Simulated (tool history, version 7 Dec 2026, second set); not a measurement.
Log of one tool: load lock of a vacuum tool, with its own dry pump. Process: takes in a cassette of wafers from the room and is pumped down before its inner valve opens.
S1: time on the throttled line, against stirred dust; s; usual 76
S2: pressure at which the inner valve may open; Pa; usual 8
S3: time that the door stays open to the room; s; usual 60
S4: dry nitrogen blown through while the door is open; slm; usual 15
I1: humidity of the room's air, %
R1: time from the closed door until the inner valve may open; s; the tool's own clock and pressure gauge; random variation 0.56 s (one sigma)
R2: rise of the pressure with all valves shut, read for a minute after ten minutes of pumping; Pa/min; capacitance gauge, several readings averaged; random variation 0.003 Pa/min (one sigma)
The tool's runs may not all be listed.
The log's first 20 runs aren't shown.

{"run": 21, "hour": 2134.0, "S1": 76, "S2": 13, "S3": 60, "S4": 23, "I1": 42.2, "R1": 155.0, "R2": 0.065}
{"run": 22, "hour": 2263.3, "S1": 76, "S2": 13, "S3": 60, "S4": 23, "I1": 47.3, "R1": 156.1, "R2": 0.069}
{"run": 23, "hour": 2392.9, "S1": 76, "S2": 13, "S3": 60, "S4": 15, "I1": 44.2, "R1": 154.1, "R2": 0.066}
{"run": 24, "hour": 2517.1, "S1": 129, "S2": 8, "S3": 60, "S4": 15, "I1": 43.3, "R1": 198.3, "R2": 0.071}
{"run": 25, "hour": 2658.9, "S1": 123, "S2": 8, "S3": 60, "S4": 15, "I1": 45.7, "R1": 194.8, "R2": 0.072}
{"run": 26, "hour": 2814.5, "S1": 123, "S2": 8, "S3": 60, "S4": 15, "I1": 46.4, "R1": 194.4, "R2": 0.074}
{"run": 27, "hour": 2962.2, "S1": 76, "S2": 9, "S3": 60, "S4": 15, "I1": 43.7, "R1": 161.4, "R2": 0.075}
{"run": 28, "hour": 3106.2, "S1": 76, "S2": 9, "S3": 60, "S4": 5, "I1": 45.7, "R1": 159.4, "R2": 0.087}
{"run": 29, "hour": 3175.7, "S1": 76, "S2": 8, "S3": 79, "S4": 16, "I1": 45.8, "R1": 161.8, "R2": 0.09}
{"run": 30, "hour": 3327.5, "S1": 76, "S2": 8, "S3": 179, "S4": 15, "I1": 48.7, "R1": 161.7, "R2": 0.126}
{"run": 31, "hour": 3414.8, "S1": 76, "S2": 8, "S3": 41, "S4": 15, "I1": 45.5, "R1": 161.2, "R2": 0.071}
{"run": 32, "hour": 3578.1, "S1": 56, "S2": 8, "S3": 74, "S4": 15, "I1": 44.7, "R1": 149.0, "R2": 0.089}
{"run": 33, "hour": 3691.8, "S1": 66, "S2": 11, "S3": 75, "S4": 8, "I1": 46.0, "R1": 151.9, "R2": 0.097}
{"run": 34, "hour": 3820.3, "S1": 66, "S2": 11, "S3": 75, "S4": 8, "I1": 40.8, "R1": 151.9, "R2": 0.092}
{"run": 35, "hour": 3962.1, "S1": 76, "S2": 13, "S3": 60, "S4": 5, "I1": 44.1, "R1": 157.1, "R2": 0.093}
{"run": 36, "hour": 4078.4, "S1": 76, "S2": 13, "S3": 60, "S4": 5, "I1": 42.8, "R1": 157.1, "R2": 0.09}

3 ways to go on from here, each from the tool as it stands after run 36. What would each give?
{"run": "A", "hour": 4207.9, "S1": 76, "S2": 7, "S3": 60, "S4": 11, "I1": 44.4, "R1": "?", "R2": "?"}
{"run": "B", "hour": 4207.9, "S1": 48, "S2": 8, "S3": 60, "S4": 14, "I1": 44.7, "R1": "?", "R2": "?"}
{"run": "C", "hour": 4207.9, "S1": 76, "S2": 11, "S3": 60, "S4": 5, "I1": 45.4, "R1": "?", "R2": "?"}

run=A R1=164.0 R2=0.094
run=B R1=143.5 R2=0.085
run=C R1=159.3 R2=0.098
Without the tool's hidden state the same runs would have given:
run=A R1=153.7 R2=0.034
run=B R1=132.4 R2=0.024
run=C R1=149.8 R2=0.037
